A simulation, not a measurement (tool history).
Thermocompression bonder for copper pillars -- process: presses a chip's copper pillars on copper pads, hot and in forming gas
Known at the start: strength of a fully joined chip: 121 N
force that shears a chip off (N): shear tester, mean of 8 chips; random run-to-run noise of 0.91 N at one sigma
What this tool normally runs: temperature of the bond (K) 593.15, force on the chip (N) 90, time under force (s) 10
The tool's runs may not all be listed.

run	hour	temperature of the bond (K)	force on the chip (N)	time under force (s)	force that shears a chip off (N)
1	0	593.15	90	10	68.8
2	8.2	593.15	90	10	68.4
3	12.6	593.15	90	19	82
4	19.9	593.15	90	19	83
5	24.2	593.15	90	19	83.7
# hour 26.3: force cell calibrated
6	31.2	593.15	90	19	81.9
7	39.7	593.15	90	19	83
8	44.7	593.15	90	19	83
9	51.7	593.15	90	19	83.8
10	58.8	583.15	79	5	42.9
# hour 66.8: force cell calibrated, once more
11	67.3	583.15	79	5	44.6
12	76.4	583.15	67	6	40.5
13	84.1	590.15	113	27	92.1
14	88.3	607.15	80	27	91.2
# hour 90.1: forming gas filter changed
15	95.8	594.15	74	10	66.9

Predict each of these 3 candidate next runs independently; none follows another, all start after run 15:
A	103.9	594.15	74	11	?
B	103.9	593.15	90	20	?
C	103.9	611.15	74	7	?

run	force that shears a chip off (N)
A	68.4
B	90.4
C	71.5
Without the tool's hidden state the same runs would have given:
run	force that shears a chip off (N)
A	72.1
B	93.9
C	75.1
